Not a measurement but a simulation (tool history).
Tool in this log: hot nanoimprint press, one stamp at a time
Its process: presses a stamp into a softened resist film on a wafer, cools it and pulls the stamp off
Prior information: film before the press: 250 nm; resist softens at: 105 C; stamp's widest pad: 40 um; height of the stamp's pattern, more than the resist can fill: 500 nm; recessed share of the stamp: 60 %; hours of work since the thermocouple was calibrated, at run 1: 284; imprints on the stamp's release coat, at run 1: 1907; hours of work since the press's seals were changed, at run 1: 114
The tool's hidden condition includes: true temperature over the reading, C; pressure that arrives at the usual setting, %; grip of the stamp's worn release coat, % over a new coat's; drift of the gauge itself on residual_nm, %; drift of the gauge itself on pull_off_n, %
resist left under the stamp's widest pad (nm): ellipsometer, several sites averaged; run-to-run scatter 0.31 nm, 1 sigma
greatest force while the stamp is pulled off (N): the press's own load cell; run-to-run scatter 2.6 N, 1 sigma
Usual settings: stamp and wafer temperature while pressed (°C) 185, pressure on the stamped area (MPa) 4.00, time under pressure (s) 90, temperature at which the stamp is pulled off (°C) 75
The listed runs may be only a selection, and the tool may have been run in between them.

run   hour  stamp and wafer temperature while pressed (°C)  pressure on the stamped area (MPa)  time under pressure (s)  temperature at which the stamp is pulled off (°C)  hours of work since the thermocouple was calibrated  imprints on the stamp's release coat  hours of work since the press's seals were changed  resist left under the stamp's widest pad (nm)  greatest force while the stamp is pulled off (N)
  1    0.0                                             185                                4.00                       90                                                 75                                                  284                                  1907                                                 114                                          133.6                                               225
  2    7.8                                             185                                4.00                       90                                                 75                                                  289                                  1927                                                 118                                          133.3                                               225
  3   13.6                                             185                                4.00                       90                                                 75                                                  291                                  1942                                                 121                                          133.2                                               223
  4   19.9                                             185                                4.00                       90                                                 75                                                  295                                  1959                                                 125                                          133.4                                               228
      26.8  -- plate thermocouple calibrated
  5   27.3                                             185                                4.00                       90                                                 75                                                    0                                  1970                                                 127                                          139.1                                               232
  6   35.8                                             185                                4.00                       90                                                 75                                                    5                                  1992                                                 131                                          138.8                                               230
  7   43.4                                             185                                4.00                       90                                                 75                                                    9                                  2012                                                 135                                          138.5                                               230
  8   53.2                                             185                                4.00                       90                                                 78                                                   14                                  2038                                                 140                                          138.2                                               229
  9   59.0                                             185                                4.00                       90                                                 75                                                   17                                  2053                                                 143                                          138.3                                               236
 10   66.5                                             185                                4.00                       90                                                 75                                                   21                                  2072                                                 147                                          137.7                                               230
 11   71.2                                             185                                4.00                       90                                                 75                                                   23                                  2085                                                 150                                          138.5                                               235
 12   79.0                                             185                                4.00                       90                                                 71                                                   27                                  2105                                                 154                                          137.9                                               255
 13   84.7                                             185                                4.00                       90                                                 71                                                   30                                  2120                                                 157                                          138.2                                               242
 14   88.9                                             185                                4.00                       90                                                 77                                                   32                                  2130                                                 159                                          138.0                                               240
 15   94.9                                             185                                4.00                       90                                                 77                                                   35                                  2146                                                 162                                          138.0                                               241
 16  100.3                                             176                                4.69                       90                                                 75                                                   38                                  2160                                                 165                                          176.9                                               239
 17  107.1                                             176                                4.69                       90                                                 75                                                   42                                  2178                                                 168                                          177.9                                               248
 18  114.9                                             185                                4.00                       90                                                 63                                                   46                                  2198                                                 172                                          137.8                                               289
 19  121.9                                             185                                4.00                       90                                                 63                                                   49                                  2217                                                 176                                          137.4                                               284
 20  131.3                                             190                                3.58                       90                                                 63                                                   54                                  2241                                                 181                                          120.0                                               288
 21  135.5                                             185                                4.00                       90                                                 75                                                   56                                  2252                                                 183                                          137.8                                               251
 22  145.2                                             185                                4.00                       90                                                 75                                                   61                                  2277                                                 188                                          137.4                                               246
 23  152.6                                             185                                4.00                       57                                                 75                                                   65                                  2296                                                 192                                          158.1                                               241
 24  157.0                                             185                                4.29                       90                                                 69                                                   67                                  2308                                                 194                                          133.4                                               265
 25  161.5                                             185                                5.64                      115                                                 81                                                   70                                  2320                                                 197                                          107.5                                               238
 26  167.8                                             183                                4.00                       55                                                 75                                                   73                                  2336                                                 200                                          169.6                                               263
 27  174.4                                             185                                4.00                       90                                                 64                                                   77                                  2353                                                 203                                          137.6                                               291
 28  182.7                                             185                                5.02                       56                                                 75                                                   81                                  2375                                                 208                                          144.3                                               256
 29  190.6                                             191                                2.49                       60                                                 66                                                   85                                  2395                                                 212                                          154.2                                               283
 30  200.2                                             178                                4.67                       90                                                 75                                                   90                                  2420                                                 217                                          166.0                                               255

Hidden state or all else? Some run-to-run changes of resist left under the stamp's widest pad (nm), split into what the settings, what came in and random variation would give without the hidden state, and what is left for the hidden state (with any gauge scatter that isn't in both results):
Run 4 -> 5: plate thermocouple calibrated. resist left under the stamp's widest pad (nm) +5.7: hidden state +5.3, all else +0.4.
Run 15 -> 16: stamp and wafer temperature while pressed (°C) 185 -> 176, pressure on the stamped area (MPa) 4.00 -> 4.69, temperature at which the stamp is pulled off (°C) 77 -> 75. resist left under the stamp's widest pad (nm) +38.9: hidden state -0.2, all else +39.1.
Run 17 -> 18: stamp and wafer temperature while pressed (°C) 176 -> 185, pressure on the stamped area (MPa) 4.69 -> 4.00, temperature at which the stamp is pulled off (°C) 75 -> 63. resist left under the stamp's widest pad (nm) -40.1: hidden state +0.0, all else -40.1.
Run 24 -> 25: pressure on the stamped area (MPa) 4.29 -> 5.64, time under pressure (s) 90 -> 115, temperature at which the stamp is pulled off (°C) 69 -> 81. resist left under the stamp's widest pad (nm) -25.9: hidden state +0.4, all else -26.3.
Run 25 -> 26: stamp and wafer temperature while pressed (°C) 185 -> 183, pressure on the stamped area (MPa) 5.64 -> 4.00, time under pressure (s) 115 -> 55, temperature at which the stamp is pulled off (°C) 81 -> 75. resist left under the stamp's widest pad (nm) +62.1: hidden state -0.5, all else +62.6.
